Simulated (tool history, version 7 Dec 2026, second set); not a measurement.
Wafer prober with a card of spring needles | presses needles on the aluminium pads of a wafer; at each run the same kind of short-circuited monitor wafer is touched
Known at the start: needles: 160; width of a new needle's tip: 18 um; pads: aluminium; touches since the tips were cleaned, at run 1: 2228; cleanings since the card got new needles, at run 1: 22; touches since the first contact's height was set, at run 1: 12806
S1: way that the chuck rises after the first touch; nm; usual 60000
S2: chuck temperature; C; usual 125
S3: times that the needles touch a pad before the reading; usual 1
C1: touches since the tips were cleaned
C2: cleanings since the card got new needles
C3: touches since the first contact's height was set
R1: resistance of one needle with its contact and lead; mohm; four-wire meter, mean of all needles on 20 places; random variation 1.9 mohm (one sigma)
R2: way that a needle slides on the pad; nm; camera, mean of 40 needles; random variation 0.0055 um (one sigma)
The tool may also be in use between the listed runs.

run	hour	S1	S2	S3	C1	C2	C3	R1	R2
1	0	60000	125	1	2228	22	12806	255	8272
2	22.9	60000	125	1	8457	22	19035	286	8271
# hour 25.6: tips cleaned on abrasive film
3	41.7	60000	125	1	4387	23	24118	268	8263
# hour 57.9: tips cleaned on abrasive film
4	61.4	60000	125	1	962	24	29450	229	8255
5	82.6	60000	125	2	6703	24	35191	249	8243
# hour 89.9: tips cleaned on abrasive film
6	107.5	60000	125	2	4804	25	41947	247	8238
# hour 122.7: tips cleaned on abrasive film
7	127	60000	125	2	1155	26	47203	226	8232
8	152.9	60000	125	2	8203	26	54251	252	8228
# hour 155.8: tips cleaned on abrasive film
9	177.7	60000	125	2	5937	27	60949	249	8207
# hour 188.5: tips cleaned on abrasive film
10	192.7	60000	125	2	1144	28	64999	223	8204
# hour 211.3: height of the first contact set anew
11	217.8	60000	125	2	7889	28	1765	253	8286
# hour 220.9: tips cleaned on abrasive film
12	232.1	60000	125	2	3040	29	5631	236	8265
# hour 254.3: tips cleaned on abrasive film
13	263.9	60000	125	2	2594	30	14226	235	8261
# hour 286.1: tips cleaned on abrasive film
14	288	60000	125	2	519	31	20750	217	8247
15	301.4	60000	125	2	4180	31	24411	248	8245
# hour 318.6: tips cleaned on abrasive film
16	332.1	60000	125	2	3664	32	32709	245	8236
17	349.4	60000	125	1	8375	32	37420	290	8231
# hour 352: tips cleaned on abrasive film
18	381	60000	125	1	7873	33	45968	288	8223
# hour 383.4: tips cleaned on abrasive film
19	410.9	46000	71	3	7463	34	54072	251	6277
# hour 416.3: tips cleaned on abrasive film
20	441.6	73000	64	1	6876	35	62394	249	9995
# hour 448.6: tips cleaned on abrasive film
21	457.9	73000	64	1	2522	36	66798	231	9989
# hour 472: height of the first contact set anew
22	476.7	68000	64	1	7547	36	1268	261	9384
# hour 481.3: tips cleaned on abrasive film
23	493.4	48000	125	2	3293	37	5780	265	6613
# hour 514.5: tips cleaned on abrasive film
24	524.2	48000	125	2	2625	38	14109	264	6598
25	545.4	47000	62	2	8389	38	19873	283	6464
# hour 547: tips cleaned on abrasive film
26	566.9	73000	69	1	5397	39	25684	247	10028
# hour 578.3: tips cleaned on abrasive film
27	591.6	46000	82	3	3617	40	32367	244	6303
# hour 611: tips cleaned on abrasive film
28	614.2	56000	69	1	884	41	38494	222	7671
29	631.1	56000	69	1	5464	41	43074	281	7663
# hour 644.3: tips cleaned on abrasive film
30	658.9	63000	42	1	3965	42	50621	256	8620
# hour 677.9: tips cleaned on abrasive film
31	679.1	51000	53	1	326	43	56071	219	6957
32	702.8	51000	53	1	6768	43	62513	319	6954
# hour 710: tips cleaned on abrasive film
33	729.3	51000	53	1	5253	44	69699	311	6950

4 ways to go on from here, each from the tool as it stands after run 33. What would each give?
# hour 731.5: height of the first contact set anew
# hour 743.5: tips cleaned on abrasive film
A	749.6	45000	117	3	1649	45	4870	?	?
# hour 731.5: height of the first contact set anew
# hour 743.5: tips cleaned on abrasive film
B	749.6	60000	125	2	1649	45	4870	?	?
# hour 731.5: height of the first contact set anew
# hour 743.5: tips cleaned on abrasive film
C	749.6	57000	48	3	1649	45	4870	?	?
# hour 731.5: height of the first contact set anew
# hour 743.5: tips cleaned on abrasive film
D	749.6	60000	45	1	1649	45	4870	?	?

run	R1	R2
A	235	6197
B	231	8266
C	209	7851
D	237	8265
Without the tool's hidden state the same runs would have given:
run	R1	R2
A	204	6213
B	201	8281
C	186	7867
D	182	8280
